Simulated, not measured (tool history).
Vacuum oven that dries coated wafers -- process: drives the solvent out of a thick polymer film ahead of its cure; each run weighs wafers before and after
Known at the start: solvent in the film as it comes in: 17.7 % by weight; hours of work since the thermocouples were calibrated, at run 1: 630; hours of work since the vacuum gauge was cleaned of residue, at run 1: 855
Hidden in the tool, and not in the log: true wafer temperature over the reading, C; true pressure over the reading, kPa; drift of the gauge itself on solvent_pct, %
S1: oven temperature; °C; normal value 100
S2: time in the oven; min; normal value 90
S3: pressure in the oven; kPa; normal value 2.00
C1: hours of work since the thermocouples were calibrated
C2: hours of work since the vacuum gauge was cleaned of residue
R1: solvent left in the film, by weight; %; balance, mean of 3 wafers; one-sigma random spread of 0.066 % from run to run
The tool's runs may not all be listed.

Run 1, hour 0.0: usual settings; C1 630; C2 855. Result: R1 4.83 %.
Run 2, hour 21.2: usual settings; C1 645; C2 869. Result: R1 4.83 %.
Run 3, hour 38.7: usual settings; C1 657; C2 881. Result: R1 4.88 %.
Run 4, hour 63.5: usual settings; C1 674; C2 898. Result: R1 4.88 %.
Run 5, hour 84.3: usual settings; C1 688; C2 913. Result: R1 4.88 %.
Run 6, hour 97.6: usual settings but S3 1.30 kPa; C1 698; C2 922. Result: R1 4.65 %.
Run 7, hour 129.0: usual settings; C1 719; C2 943. Result: R1 5.00 %.
Run 8, hour 153.3: usual settings; C1 736; C2 960. Result: R1 4.85 %.
Run 9, hour 182.3: usual settings; C1 756; C2 980. Result: R1 4.97 %.
Run 10, hour 209.1: usual settings but S2 89 min; C1 774; C2 999. Result: R1 4.94 %.
Run 11, hour 230.7: usual settings but S2 89 min; C1 789; C2 1014. Result: R1 5.01 %.
Run 12, hour 246.6: usual settings but S2 89 min; C1 800; C2 1024. Result: R1 4.90 %.
Run 13, hour 270.0: usual settings but S3 1.74 kPa; C1 816; C2 1041. Result: R1 4.96 %.
Run 14, hour 287.6: usual settings but S3 1.74 kPa; C1 828; C2 1053. Result: R1 4.90 %.
Run 15, hour 317.7: usual settings but S1 106 °C, S2 134 min, S3 1.21 kPa; C1 849; C2 1073. Result: R1 1.64 %.
Run 16, hour 335.9: usual settings but S1 109 °C, S2 45 min, S3 3.66 kPa; C1 862; C2 1086. Result: R1 6.55 %.
Run 17, hour 362.3: usual settings but S1 91 °C; C1 880; C2 1104. Result: R1 7.33 %.
Run 18, hour 383.9: usual settings but S1 91 °C; C1 895; C2 1119. Result: R1 7.70 %.
Run 19, hour 410.8: usual settings but S2 57 min, S3 7.41 kPa; C1 913; C2 1137. Result: R1 9.04 %.
At hour 414.8: vacuum gauge cleaned of residue and calibrated.
At hour 427.9: oven's thermocouples calibrated.
Run 20, hour 442.9: usual settings but S1 109 °C, S2 89 min, S3 2.92 kPa; C1 10; C2 18. Result: R1 2.79 %.
Run 21, hour 468.2: usual settings but S1 93 °C, S2 52 min, S3 1.92 kPa; C1 28; C2 35. Result: R1 9.00 %.
At hour 485.2: vacuum gauge cleaned of residue and calibrated, once more.
Run 22, hour 500.7: usual settings but S1 93 °C, S2 122 min, S3 4.66 kPa; C1 49; C2 11. Result: R1 6.14 %.
Run 23, hour 532.2: usual settings but S1 95 °C, S2 72 min, S3 1.77 kPa; C1 71; C2 32. Result: R1 6.64 %.
Run 24, hour 555.4: usual settings but S1 109 °C, S2 85 min, S3 2.76 kPa; C1 87; C2 48. Result: R1 2.85 %.
Run 25, hour 582.7: usual settings but S1 109 °C, S2 85 min, S3 2.76 kPa; C1 106; C2 67. Result: R1 2.89 %.
Run 26, hour 605.0: usual settings but S2 59 min, S3 6.57 kPa; C1 121; C2 82. Result: R1 8.09 %.
Run 27, hour 619.7: usual settings but S2 68 min, S3 6.34 kPa; C1 131; C2 93. Result: R1 7.24 %.

Had the tool no unlogged condition, and each run kept its random variation, what would the results have been?
run    R1
  1  4.33
  2  4.33
  3  4.38
  4  4.36
  5  4.36
  6  4.12
  7  4.45
  8  4.30
  9  4.40
 10  4.35
 11  4.42
 12  4.31
 13  4.36
 14  4.29
 15  1.27
 16  5.94
 17  6.64
 18  6.98
 19  8.34
 20  2.68
 21  8.87
 22  6.07
 23  6.57
 24  2.79
 25  2.82
 26  7.97
 27  7.12
